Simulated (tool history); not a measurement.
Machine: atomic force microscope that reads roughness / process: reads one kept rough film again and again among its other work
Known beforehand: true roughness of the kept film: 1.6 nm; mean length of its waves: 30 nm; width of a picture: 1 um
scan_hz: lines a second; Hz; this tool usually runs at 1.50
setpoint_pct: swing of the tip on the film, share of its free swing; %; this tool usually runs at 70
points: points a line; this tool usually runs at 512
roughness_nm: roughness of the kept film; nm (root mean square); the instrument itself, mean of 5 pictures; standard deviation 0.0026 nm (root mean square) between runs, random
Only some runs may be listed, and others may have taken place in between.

| run | hour | scan_hz | setpoint_pct | points | roughness_nm |
|---|---|---|---|---|---|
| 1 | 0.0 | 1.50 | 70 | 512 | 1.366 |
|  | 11.9 | new tip fitted |
| 2 | 27.4 | 1.50 | 70 | 512 | 1.410 |
| 3 | 52.5 | 1.50 | 70 | 512 | 1.408 |
| 4 | 82.4 | 1.50 | 70 | 512 | 1.402 |
| 5 | 115.1 | 1.50 | 70 | 512 | 1.399 |
| 6 | 140.2 | 1.50 | 70 | 512 | 1.387 |
| 7 | 172.3 | 1.50 | 70 | 512 | 1.385 |
| 8 | 195.6 | 1.50 | 70 | 512 | 1.379 |
| 9 | 214.7 | 1.50 | 70 | 885 | 1.381 |
| 10 | 244.5 | 1.50 | 70 | 512 | 1.374 |
|  | 247.3 | height scale calibrated on a step standard |
| 11 | 260.0 | 1.50 | 82 | 448 | 1.279 |
|  | 263.4 | new tip fitted |
| 12 | 280.3 | 0.82 | 82 | 391 | 1.408 |
| 13 | 296.1 | 2.82 | 61 | 618 | 1.405 |
| 14 | 313.7 | 2.82 | 61 | 618 | 1.407 |
| 15 | 338.0 | 3.17 | 61 | 512 | 1.386 |
| 16 | 369.7 | 0.68 | 64 | 512 | 1.483 |
| 17 | 391.4 | 1.50 | 76 | 281 | 1.345 |
|  | 418.9 | height scale calibrated on a step standard, once more |
| 18 | 426.8 | 1.36 | 66 | 658 | 1.422 |
| 19 | 448.9 | 1.36 | 66 | 658 | 1.415 |

Forecast each of these 4 alternatives for the next run:
| A | 483.9 | 0.51 | 79 | 685 | ? |
| B | 483.9 | 0.60 | 76 | 356 | ? |
| C | 483.9 | 1.36 | 62 | 782 | ? |
| D | 483.9 | 1.36 | 56 | 658 | ? |

| run | roughness_nm |
|---|---|
| A | 1.428 |
| B | 1.420 |
| C | 1.427 |
| D | 1.445 |
Without the tool's hidden state the same runs would have given:
| run | roughness_nm |
|---|---|
| A | 1.475 |
| B | 1.468 |
| C | 1.474 |
| D | 1.493 |
